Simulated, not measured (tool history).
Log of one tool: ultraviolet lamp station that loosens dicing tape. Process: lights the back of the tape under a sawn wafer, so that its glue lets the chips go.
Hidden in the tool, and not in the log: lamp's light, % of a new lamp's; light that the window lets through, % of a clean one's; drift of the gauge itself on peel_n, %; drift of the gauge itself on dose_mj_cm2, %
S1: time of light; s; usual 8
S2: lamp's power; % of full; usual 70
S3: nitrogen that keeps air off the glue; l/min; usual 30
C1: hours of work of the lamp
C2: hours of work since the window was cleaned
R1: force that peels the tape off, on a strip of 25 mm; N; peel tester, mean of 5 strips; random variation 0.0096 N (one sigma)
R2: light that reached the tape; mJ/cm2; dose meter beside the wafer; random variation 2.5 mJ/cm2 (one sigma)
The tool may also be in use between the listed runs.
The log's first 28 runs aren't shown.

run 29 hour=1624.4 | S1=8 S2=61 S3=30 | C1=372 C2=363 | R1=0.572 R2=273
-- hour=1663 window cleaned of glue's vapour
run 30 hour=1708.1 | S1=7 S2=64 S3=13 | C1=423 C2=28 | R1=1.276 R2=252
run 31 hour=1775 | S1=7 S2=64 S3=13 | C1=465 C2=69 | R1=1.262 R2=247
run 32 hour=1834.9 | S1=8 S2=76 S3=21 | C1=501 C2=106 | R1=0.432 R2=343
run 33 hour=1891.5 | S1=8 S2=79 S3=19 | C1=536 C2=141 | R1=0.456 R2=351
run 34 hour=1968.3 | S1=8 S2=78 S3=48 | C1=583 C2=188 | R1=0.245 R2=352
-- hour=2039.6 lamp changed
run 35 hour=2048.5 | S1=8 S2=85 S3=39 | C1=5 C2=237 | R1=0.235 R2=380
run 36 hour=2125.2 | S1=7 S2=85 S3=39 | C1=53 C2=284 | R1=0.317 R2=331
run 37 hour=2204.5 | S1=5 S2=70 S3=33 | C1=101 C2=333 | R1=1.121 R2=198
run 38 hour=2257.2 | S1=5 S2=73 S3=44 | C1=134 C2=365 | R1=0.826 R2=208
-- hour=2299.7 window cleaned of glue's vapour
run 39 hour=2317 | S1=5 S2=97 S3=44 | C1=170 C2=11 | R1=0.445 R2=274

The next listed run, before its measurement:
run 40 hour=2356.8 | S1=8 S2=93 S3=20 | C1=195 C2=35 | R1=? R2=?

{"run 40": {"R1": 0.299, "R2": 416}}
Without the tool's hidden state the same run would have given R1 0.298 N, R2 416 mJ/cm2.
